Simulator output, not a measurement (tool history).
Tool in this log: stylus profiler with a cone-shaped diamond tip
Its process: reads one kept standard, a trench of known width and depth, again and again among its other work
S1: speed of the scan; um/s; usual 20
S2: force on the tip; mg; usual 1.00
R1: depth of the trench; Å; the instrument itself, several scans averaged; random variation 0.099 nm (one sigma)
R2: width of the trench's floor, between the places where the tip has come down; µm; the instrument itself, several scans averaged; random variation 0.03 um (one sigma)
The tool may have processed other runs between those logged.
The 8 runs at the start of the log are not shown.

run     day  S1    S2      R1     R2
  9   5.062  20  2.58  2034.5  46.87
 10   5.812  20  1.00  2016.2  46.79
 11   6.696  20  1.00  2018.4  46.85
 12   7.288  20  1.04  2017.9  46.84
 13   7.929  20  0.48  2011.7  46.77
 14   8.579  20  0.48  2009.4  46.76
 15   9.350  20  0.48  2011.6  46.77
 16   9.988  20  0.48  2011.5  46.71
 17  10.879  20  0.48  2012.0  46.74
 18  11.400  20  0.48  2011.4  46.74
 19  12.004  20  0.48  2008.9  46.70
 20  12.508  20  0.48  2012.2  46.74
 21  13.292  20  1.00  2015.6  46.76
 22  14.188  20  1.00  2018.5  46.73
     14.283  -- height scale calibrated on a step standard
 23  14.854  72  1.00  2017.5  46.48
 24  15.550  20  1.19  2020.0  46.81
     16.083  -- height scale calibrated on a step standard, once more
 25  16.096  15  0.48  2011.8  46.74
 26  16.533  17  0.48  2011.4  46.69
 27  17.054  17  0.48  2013.4  46.71
 28  17.838  17  0.48  2012.0  46.73

Predict the results of run 29:
 29  18.354   7  0.78   ?   ?

{"run 29": {"R1": 2015.6, "R2": 46.78}}
Were there no unlogged condition in the tool, this run, its random variation unchanged, would have produced R1 2014.7 Å, R2 47.16 µm.
